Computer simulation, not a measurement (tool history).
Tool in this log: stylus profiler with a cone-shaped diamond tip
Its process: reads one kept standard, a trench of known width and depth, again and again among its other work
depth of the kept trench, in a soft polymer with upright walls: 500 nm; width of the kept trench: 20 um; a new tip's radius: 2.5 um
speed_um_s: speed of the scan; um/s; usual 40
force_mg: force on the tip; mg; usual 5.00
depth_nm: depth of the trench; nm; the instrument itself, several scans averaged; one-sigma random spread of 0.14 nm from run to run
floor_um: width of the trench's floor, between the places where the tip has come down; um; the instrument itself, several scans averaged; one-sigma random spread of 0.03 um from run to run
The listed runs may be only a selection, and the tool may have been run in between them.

Run 1, hour 0.0: usual settings. Result: depth_nm 507.91 nm, floor_um 16.20 um.
Run 2, hour 11.8: usual settings. Result: depth_nm 507.92 nm, floor_um 16.17 um.
Run 3, hour 28.5: usual settings. Result: depth_nm 507.89 nm, floor_um 16.16 um.
Run 4, hour 45.3: usual settings but speed_um_s 18 um/s. Result: depth_nm 507.86 nm, floor_um 16.27 um.
Run 5, hour 65.7: usual settings but speed_um_s 18 um/s. Result: depth_nm 507.98 nm, floor_um 16.22 um.
Run 6, hour 83.7: usual settings but speed_um_s 50 um/s. Result: depth_nm 507.67 nm, floor_um 16.04 um.
Run 7, hour 99.7: usual settings but speed_um_s 50 um/s. Result: depth_nm 507.75 nm, floor_um 16.02 um.
Run 8, hour 116.6: usual settings but speed_um_s 50 um/s. Result: depth_nm 507.67 nm, floor_um 16.03 um.
Run 9, hour 133.0: usual settings but speed_um_s 50 um/s. Result: depth_nm 507.97 nm, floor_um 16.01 um.
Run 10, hour 148.9: usual settings but speed_um_s 68 um/s. Result: depth_nm 508.09 nm, floor_um 15.89 um.
Run 11, hour 166.3: usual settings but speed_um_s 68 um/s. Result: depth_nm 507.84 nm, floor_um 15.88 um.
Run 12, hour 174.8: usual settings. Result: depth_nm 508.00 nm, floor_um 15.96 um.
At hour 176.7: height scale calibrated on a step standard.
Run 13, hour 184.4: usual settings. Result: depth_nm 508.34 nm, floor_um 16.01 um.
Run 14, hour 203.5: usual settings but force_mg 8.15 mg. Result: depth_nm 511.13 nm, floor_um 16.03 um.
Run 15, hour 221.0: usual settings but force_mg 8.15 mg. Result: depth_nm 511.29 nm, floor_um 16.03 um.
Run 16, hour 231.8: usual settings but force_mg 8.15 mg. Result: depth_nm 511.41 nm, floor_um 15.96 um.
Run 17, hour 248.0: usual settings but force_mg 8.15 mg. Result: depth_nm 511.36 nm, floor_um 15.90 um.
Run 18, hour 258.0: usual settings but speed_um_s 68 um/s, force_mg 1.72 mg. Result: depth_nm 504.77 nm, floor_um 15.49 um.
Run 19, hour 274.6: usual settings but speed_um_s 68 um/s, force_mg 1.72 mg. Result: depth_nm 504.59 nm, floor_um 15.48 um.
At hour 285.6: height scale calibrated on a step standard, once more.
Run 20, hour 286.0: usual settings but speed_um_s 55 um/s. Result: depth_nm 507.06 nm, floor_um 15.82 um.
Run 21, hour 297.0: usual settings but speed_um_s 42 um/s. Result: depth_nm 507.17 nm, floor_um 15.84 um.
Run 22, hour 310.3: usual settings but speed_um_s 42 um/s. Result: depth_nm 507.11 nm, floor_um 15.83 um.
Run 23, hour 320.1: usual settings but speed_um_s 11 um/s, force_mg 10.55 mg. Result: depth_nm 511.86 nm, floor_um 15.94 um.

Forecast each of these 4 alternatives for the next run:
Run A, hour 333.3: usual settings but speed_um_s 86 um/s, force_mg 11.77 mg. Result: depth_nm ?, floor_um ?.
Run B, hour 333.3: usual settings but speed_um_s 22 um/s, force_mg 4.13 mg. Result: depth_nm ?, floor_um ?.
Run C, hour 333.3: usual settings but speed_um_s 50 um/s, force_mg 2.37 mg. Result: depth_nm ?, floor_um ?.
Run D, hour 333.3: usual settings but speed_um_s 13 um/s, force_mg 7.08 mg. Result: depth_nm ?, floor_um ?.

run  depth_nm  floor_um
  A    512.75     15.74
  B    506.18     15.82
  C    504.50     15.67
  D    509.20     15.93
Without the tool's hidden state the same runs would have given:
run  depth_nm  floor_um
  A    512.77     16.78
  B    506.21     16.86
  C    504.53     16.71
  D    509.23     16.97
